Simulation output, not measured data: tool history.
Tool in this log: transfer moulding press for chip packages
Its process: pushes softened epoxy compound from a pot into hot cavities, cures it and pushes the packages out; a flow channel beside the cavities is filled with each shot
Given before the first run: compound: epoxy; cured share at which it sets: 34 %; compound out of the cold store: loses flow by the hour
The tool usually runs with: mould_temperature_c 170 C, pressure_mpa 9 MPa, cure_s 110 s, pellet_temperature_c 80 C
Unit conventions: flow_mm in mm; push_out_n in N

run   hour  mould_temperature_c  pressure_mpa  cure_s  pellet_temperature_c  incoming compound's hours out of the cold store  flow_mm  push_out_n
  1      0                  170             9     110                    80                                             17.8      933         433
  2   18.7                  170             9     110                    80                                             46.6      815         399
      21.7  -- cavities cleaned with cleaning compound and waxed
  3   48.4                  177             9     110                    80                                             34.1      826         316
  4   69.9                  170          7.33     110                    80                                             42.7      743         408
  5    102                  170          9.57     110                    80                                             38.9      870         394
  6  127.8                  170             9     110                    80                                               10      951         438
     146.1  -- cavities cleaned with cleaning compound and waxed
  7  159.3                  170             9     110                    80                                             20.1      914         414
  8  174.1                  170          9.16     110                    80                                             34.8      856         395
  9  192.7                  170          9.16     110                    80                                               13      937         433
 10  223.6                  170             9     110                    88                                             34.4      866         398
 11  248.6                  170         10.35     110                    80                                             35.8      907         397
     269.1  -- cavities cleaned with cleaning compound and waxed
 12    279                  170         10.35     110                    70                                             18.8      984         445
 13  306.8                  170             9     110                    89                                             41.9      832         411
 14    330                  170             9     110                    89                                             20.4      913         401
 15  361.7                  170         10.65     110                    82                                             13.9     1023         436
 16  385.9                  170         10.99     116                    80                                               34      965         388
     394.8  -- cavities cleaned with cleaning compound and waxed
 17  403.6                  163          8.37     124                    80                                             38.1      843         511
     435.3  -- mould's thermocouples calibrated
 18  435.5                  163          8.37     124                    80                                             27.4      879         527
 19  452.5                  170             9      94                    78                                             22.1      906         601
     457.4  -- plunger's sealing rings changed
 20  482.1                  164             9      94                    77                                             41.5      866         880
 21  513.3                  166             9      97                    77                                             15.8      950         814
     523.1  -- cavities cleaned with cleaning compound and waxed
 22  534.3                  175          9.15     110                    80                                             29.9      857         350
 23  566.9                  170             9     110                    80                                             24.1      906         419
 24  586.2                  170             9     110                    80                                             10.6      949         443
 25  615.6                  170          7.33     110                    82                                               45      742         412
 26  631.6                  166          7.83      90                    73                                             25.5      852         915
     646.8  -- cavities cleaned with cleaning compound and waxed
 27    655                  166          7.83      90                    73                                               48      774         818
 28  679.7                  166          7.83      90                    73                                             46.9      792         836

4 ways to go on from here, each from the tool as it stands after run 28. What would each give?
  A  696.5                  170          10.6     120                    81                                             33.5        ?           ?
  B  696.5                  170          6.82     110                    80                                             25.1        ?           ?
  C  696.5                  170             9     127                    80                                             15.3        ?           ?
  D  696.5                  168          7.83      90                    73                                             13.4        ?           ?

run  flow_mm  push_out_n
  A      944         376
  B      780         410
  C      948         358
  D      893         825
Take away the tool's hidden state, keep each run's random variation, and the runs would have read:
run  flow_mm  push_out_n
  A      945         374
  B      781         408
  C      948         356
  D      893         822
